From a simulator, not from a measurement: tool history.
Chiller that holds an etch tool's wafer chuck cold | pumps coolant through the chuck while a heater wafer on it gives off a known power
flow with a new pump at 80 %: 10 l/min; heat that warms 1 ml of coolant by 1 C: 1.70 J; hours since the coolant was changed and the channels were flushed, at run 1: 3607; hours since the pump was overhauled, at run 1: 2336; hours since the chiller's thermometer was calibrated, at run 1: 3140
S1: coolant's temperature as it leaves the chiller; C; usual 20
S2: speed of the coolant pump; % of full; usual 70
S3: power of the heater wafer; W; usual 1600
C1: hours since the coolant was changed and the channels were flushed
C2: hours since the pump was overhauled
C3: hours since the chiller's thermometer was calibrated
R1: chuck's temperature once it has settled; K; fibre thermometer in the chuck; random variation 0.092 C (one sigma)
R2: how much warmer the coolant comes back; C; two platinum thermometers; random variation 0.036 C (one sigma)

run    hour  S1  S2    S3    C1    C2    C3      R1     R2
  1     0.0  20  70  1600  3607  2336  3140  307.08   6.89
  2    78.0  20  70  1112  3685  2414  3218  302.70   4.84
  3   162.2  25  70  1600  3769  2498  3303  312.28   7.03
  4   246.8  20  70  1600  3854  2583  3387  307.08   6.99
  5   298.9  20  70  1600  3906  2635  3439  307.32   6.92
  6   371.6  20  70  1600  3979  2707  3512  307.32   7.00
  7   451.1  20  70  1600  4058  2787  3591  307.32   7.06
  8   535.7  20  70  1600  4143  2871  3676  307.26   7.00
  9   570.8  20  79  1600  4178  2906  3711  306.46   6.23
 10   621.4  20  79  1600  4228  2957  3762  306.23   6.27
 11   703.6  20  65  1600  4311  3039  3844  308.11   7.63
 12   747.7  20  65  1600  4355  3083  3888  307.88   7.60
 13   800.3  20  65  1600  4407  3136  3941  308.36   7.63
 14   881.0  20  65  1600  4488  3217  4021  308.12   7.68
 15   965.9  20  70  1600  4573  3302  4106  307.32   7.13
 16  1036.9  20  70  1600  4644  3373  4177  307.43   7.18
 17  1110.9  20  71  2372  4718  3447  4251  314.79  10.48
 18  1149.3  20  71  2372  4756  3485  4290  314.69  10.52
 19  1226.2  20  71  2372  4833  3562  4367  314.80  10.52
     1292.0  -- coolant changed, channels flushed
 20  1296.3  30  69  1620     4  3626  4431  316.47   7.43
 21  1335.5  30  69  1620    44  3665  4470  316.66   7.45
 22  1408.3  12  87  1609   116  3738  4543  296.85   5.86
 23  1479.1  22  95  1199   187  3809  4613  303.23   3.97
 24  1522.4  22  95  1199   230  3852  4657  303.13   3.98
 25  1609.0  24  71  1600   317  3939  4743  310.53   7.16
 26  1692.5  24  71  1600   401  4022  4827  310.38   7.20
 27  1745.1  11  94  1836   453  4075  4879  297.03   6.30
 28  1798.5  11  94  1836   507  4128  4933  297.15   6.20
 29  1858.1  17  70  1911   566  4188  4992  306.33   8.72
 30  1931.8  17  94  1911   640  4262  5066  303.59   6.54
 31  2012.0  17  94  1911   720  4342  5146  303.69   6.53

Forecast each of these 4 alternatives for the next run:
  A  2080.8  20  86  1600  789  4410  5215   ?   ?
  B  2080.8  16  94  1911  789  4410  5215   ?   ?
  C  2080.8  20  72  1600  789  4410  5215   ?   ?
  D  2080.8  13  70  1600  789  4410  5215   ?   ?

run      R1    R2
  A  305.05  5.95
  B  302.72  6.55
  C  306.38  7.15
  D  299.68  7.36
Without the tool's hidden state the same runs would have given:
run      R1    R2
  A  304.71  5.20
  B  302.24  5.73
  C  305.90  6.25
  D  299.17  6.44

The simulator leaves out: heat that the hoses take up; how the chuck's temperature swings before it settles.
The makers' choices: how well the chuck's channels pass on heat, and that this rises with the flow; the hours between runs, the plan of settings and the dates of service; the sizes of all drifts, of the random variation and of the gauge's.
